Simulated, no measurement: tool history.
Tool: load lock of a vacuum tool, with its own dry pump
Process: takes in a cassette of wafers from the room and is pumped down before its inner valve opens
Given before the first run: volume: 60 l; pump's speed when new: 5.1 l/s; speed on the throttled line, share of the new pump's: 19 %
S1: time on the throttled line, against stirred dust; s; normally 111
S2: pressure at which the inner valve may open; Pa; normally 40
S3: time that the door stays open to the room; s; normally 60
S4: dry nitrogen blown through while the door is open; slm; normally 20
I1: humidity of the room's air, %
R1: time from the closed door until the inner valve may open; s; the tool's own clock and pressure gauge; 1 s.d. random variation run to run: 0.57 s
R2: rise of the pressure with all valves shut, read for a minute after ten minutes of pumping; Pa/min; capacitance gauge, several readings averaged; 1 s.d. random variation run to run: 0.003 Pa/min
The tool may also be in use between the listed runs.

run,hour,S1,S2,S3,S4,I1,R1,R2
1,0.0,111,40,60,20,45.3,183.9,0.384
2,155.2,111,40,60,12,47.4,183.7,0.410
3,321.5,111,40,60,12,45.1,184.1,0.426
4,472.0,111,40,60,20,46.1,185.1,0.430
5,598.1,111,40,60,20,42.5,184.7,0.459
6,769.7,111,40,60,20,44.5,185.8,0.471
7,991.7,111,40,60,20,42.9,185.1,0.504
8,1207.5,111,40,60,20,46.6,185.6,0.519
9,1304.2,111,40,60,20,41.7,183.9,0.533
10,1421.5,111,40,60,20,46.5,185.0,0.559
11,1605.5,111,40,60,20,45.0,186.1,0.580
12,1785.5,111,40,60,20,45.4,185.6,0.607
13,1921.7,111,40,60,20,42.2,185.2,0.613
14,2094.4,111,40,60,20,42.3,186.4,0.638
15,2224.4,111,40,60,20,44.1,186.0,0.651
16,2422.5,111,40,162,20,45.5,185.3,0.724
17,2614.6,111,40,162,20,46.4,186.3,0.089
18,2705.1,111,40,162,20,46.3,185.9,0.088
19,2884.7,111,40,162,20,46.6,185.4,0.091
20,3077.5,109,35,234,16,48.0,185.2,0.140
21,3197.8,109,35,234,16,45.3,187.0,0.134
22,3333.1,109,45,234,41,41.9,182.3,0.096
23,3426.3,109,45,234,41,46.1,183.2,0.105
24,3609.6,67,61,27,41,44.2,145.9,0.053
25,3804.5,67,61,27,41,45.9,145.9,0.062
26,4014.4,67,61,27,41,45.3,145.1,0.071
27,4214.9,111,40,43,20,45.9,187.4,0.095
28,4313.6,201,32,43,16,46.0,262.2,0.100
29,4502.4,201,32,43,16,46.6,260.7,0.115
30,4613.1,146,70,112,5,44.3,206.9,0.167
31,4805.1,68,70,112,5,45.9,144.8,0.184
32,4926.2,68,70,89,20,50.4,145.0,0.154
33,5020.2,206,54,121,33,46.1,259.1,0.154
34,5138.2,206,54,121,33,48.3,258.5,0.167
35,5274.2,206,54,121,30,44.8,258.4,0.177
36,5382.7,148,76,53,23,44.5,209.7,0.160
37,5550.4,90,39,145,5,42.2,169.9,0.238

Removed from this log: 1 entry logged between the listed runs. Between which two listed runs does each belong, and how does the tool's hidden state at the listed run before it compare with that at the listed run after it?
After run 16, before run 17: door's seal changed, seat wiped (hour 2571.3)
  pump's speed, % of a new pump's: 96.3 -> 96.2; leak at the door's seal, Pa l/s: 0.6422 -> 0.0024
  measured result minus the result with no hidden state, R1: +2.8 -> +2.9 s; R2: +0.644 -> +0.000 Pa/min

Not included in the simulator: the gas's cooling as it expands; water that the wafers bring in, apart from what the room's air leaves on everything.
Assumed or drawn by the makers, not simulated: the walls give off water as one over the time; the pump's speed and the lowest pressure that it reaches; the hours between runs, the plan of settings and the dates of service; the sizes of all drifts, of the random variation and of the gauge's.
